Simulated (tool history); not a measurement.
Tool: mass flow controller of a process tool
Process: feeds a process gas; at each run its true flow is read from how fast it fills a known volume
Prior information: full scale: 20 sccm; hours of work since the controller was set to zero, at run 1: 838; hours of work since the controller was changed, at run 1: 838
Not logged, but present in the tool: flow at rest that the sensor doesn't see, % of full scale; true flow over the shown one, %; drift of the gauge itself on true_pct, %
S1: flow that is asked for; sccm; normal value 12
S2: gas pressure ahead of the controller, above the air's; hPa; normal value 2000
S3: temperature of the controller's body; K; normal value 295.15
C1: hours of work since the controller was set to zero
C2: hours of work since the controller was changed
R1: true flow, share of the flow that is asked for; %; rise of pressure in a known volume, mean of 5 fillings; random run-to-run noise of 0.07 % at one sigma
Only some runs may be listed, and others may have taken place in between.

Run 1, hour 0.0: usual settings; C1 838; C2 838. Result: R1 98.95 %.
Run 2, hour 314.2: usual settings; C1 971; C2 971. Result: R1 99.02 %.
Run 3, hour 663.7: usual settings; C1 1119; C2 1119. Result: R1 98.95 %.
Run 4, hour 894.2: usual settings; C1 1217; C2 1217. Result: R1 99.04 %.
Run 5, hour 1227.3: usual settings; C1 1358; C2 1358. Result: R1 98.90 %.
Run 6, hour 1550.6: usual settings; C1 1495; C2 1495. Result: R1 99.00 %.
Run 7, hour 1713.3: usual settings; C1 1564; C2 1564. Result: R1 99.06 %.
Run 8, hour 2064.0: usual settings; C1 1713; C2 1713. Result: R1 98.97 %.
Run 9, hour 2378.7: usual settings; C1 1846; C2 1846. Result: R1 99.19 %.
Run 10, hour 2566.5: usual settings but S3 304.15 K; C1 1926; C2 1926. Result: R1 99.36 %.
Run 11, hour 2729.6: usual settings but S3 304.15 K; C1 1995; C2 1995. Result: R1 99.36 %.
Run 12, hour 3083.6: usual settings but S1 15 sccm; C1 2145; C2 2145. Result: R1 99.31 %.
Run 13, hour 3256.2: usual settings but S1 4 sccm, S2 1990 hPa, S3 296.15 K; C1 2218; C2 2218. Result: R1 98.10 %.
Run 14, hour 3621.1: usual settings but S1 4 sccm, S2 1990 hPa, S3 296.15 K; C1 2373; C2 2373. Result: R1 98.14 %.
Run 15, hour 3959.7: usual settings but S1 4 sccm, S2 1990 hPa, S3 298.15 K; C1 2517; C2 2517. Result: R1 98.25 %.
Run 16, hour 4179.7: usual settings but S1 4 sccm, S2 1990 hPa, S3 298.15 K; C1 2610; C2 2610. Result: R1 98.28 %.
Run 17, hour 4488.3: usual settings but S1 9 sccm, S2 2050 hPa, S3 298.15 K; C1 2741; C2 2741. Result: R1 98.83 %.
Run 18, hour 4669.4: usual settings but S1 8 sccm, S2 2210 hPa, S3 294.15 K; C1 2817; C2 2817. Result: R1 98.43 %.
Run 19, hour 4894.8: usual settings but S1 10 sccm, S2 1590 hPa, S3 301.15 K; C1 2913; C2 2913. Result: R1 99.16 %.
Run 20, hour 5110.6: usual settings but S1 6 sccm, S2 1900 hPa, S3 302.15 K; C1 3005; C2 3005. Result: R1 98.75 %.
Run 21, hour 5343.6: usual settings but S2 1450 hPa, S3 311.15 K; C1 3103; C2 3103. Result: R1 99.83 %.
Run 22, hour 5688.6: usual settings but S1 9 sccm, S2 2330 hPa; C1 3250; C2 3250. Result: R1 98.55 %.
Run 23, hour 5939.7: usual settings but S2 1600 hPa, S3 296.15 K; C1 3356; C2 3356. Result: R1 99.15 %.
Run 24, hour 6225.8: usual settings but S3 300.15 K; C1 3477; C2 3477. Result: R1 99.13 %.

5 ways to go on from here, each from the tool as it stands after run 24. What would each give?
Run A, hour 6506.0: usual settings but S1 4 sccm, S2 2750 hPa, S3 298.15 K; C1 3596; C2 3596. Result: R1 ?.
Run B, hour 6506.0: usual settings but S2 2420 hPa, S3 300.15 K; C1 3596; C2 3596. Result: R1 ?.
Run C, hour 6506.0: usual settings but S2 2790 hPa, S3 300.15 K; C1 3596; C2 3596. Result: R1 ?.
Run D, hour 6506.0: usual settings but S1 7 sccm, S3 299.15 K; C1 3596; C2 3596. Result: R1 ?.
Run E, hour 6506.0: usual settings but S1 3 sccm, S2 2090 hPa, S3 299.15 K; C1 3596; C2 3596. Result: R1 ?.

run     R1
  A  97.83
  B  98.97
  C  98.97
  D  98.49
  E  98.20
Had the tool no hidden state, the same runs would have come out as:
run     R1
  A  97.84
  B  98.97
  C  98.97
  D  98.50
  E  98.23

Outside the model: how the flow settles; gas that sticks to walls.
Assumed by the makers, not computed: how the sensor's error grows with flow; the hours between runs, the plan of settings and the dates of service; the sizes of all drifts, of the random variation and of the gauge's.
